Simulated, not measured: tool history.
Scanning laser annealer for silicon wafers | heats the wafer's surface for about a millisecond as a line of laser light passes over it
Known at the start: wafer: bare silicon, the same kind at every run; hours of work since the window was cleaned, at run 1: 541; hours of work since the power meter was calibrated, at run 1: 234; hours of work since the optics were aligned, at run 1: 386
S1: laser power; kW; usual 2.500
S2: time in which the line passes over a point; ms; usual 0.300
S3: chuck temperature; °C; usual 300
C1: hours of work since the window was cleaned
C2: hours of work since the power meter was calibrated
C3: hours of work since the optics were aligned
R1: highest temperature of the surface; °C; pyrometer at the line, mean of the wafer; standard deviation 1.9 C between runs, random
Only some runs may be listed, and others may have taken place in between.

run	hour	S1	S2	S3	C1	C2	C3	R1
1	0.0	2.500	0.300	300	541	234	386	1083
2	29.7	2.500	0.300	300	558	251	403	1079
3	52.2	2.500	0.300	300	571	264	416	1085
4	87.4	2.290	0.300	300	592	285	437	1000
5	122.6	2.500	0.299	300	612	305	457	1078
6	146.0	2.500	0.300	300	626	319	471	1078
7	164.8	2.500	0.300	300	636	329	482	1077
8	189.7	2.296	0.300	300	651	344	496	1002
9	223.2	2.296	0.300	300	670	363	516	1002
10	240.5	2.631	0.268	337	680	373	526	1114
11	271.0	2.500	0.211	300	698	391	544	945

Alternative continuations, all from the tool just after run 11; predict every row:
# hour 287.0: window over the wafer cleaned
A	300.7	2.500	0.296	321	8	407	560	?
# hour 287.0: window over the wafer cleaned
B	300.7	2.158	0.281	292	8	407	560	?
# hour 287.0: window over the wafer cleaned
C	300.7	2.460	0.300	300	8	407	560	?
# hour 287.0: window over the wafer cleaned
D	300.7	2.500	0.270	300	8	407	560	?
# hour 287.0: window over the wafer cleaned
E	300.7	2.280	0.211	318	8	407	560	?

run	R1
A	1111
B	940
C	1086
D	1058
E	917
Without the tool's hidden state the same runs would have given:
run	R1
A	1113
B	941
C	1088
D	1060
E	919
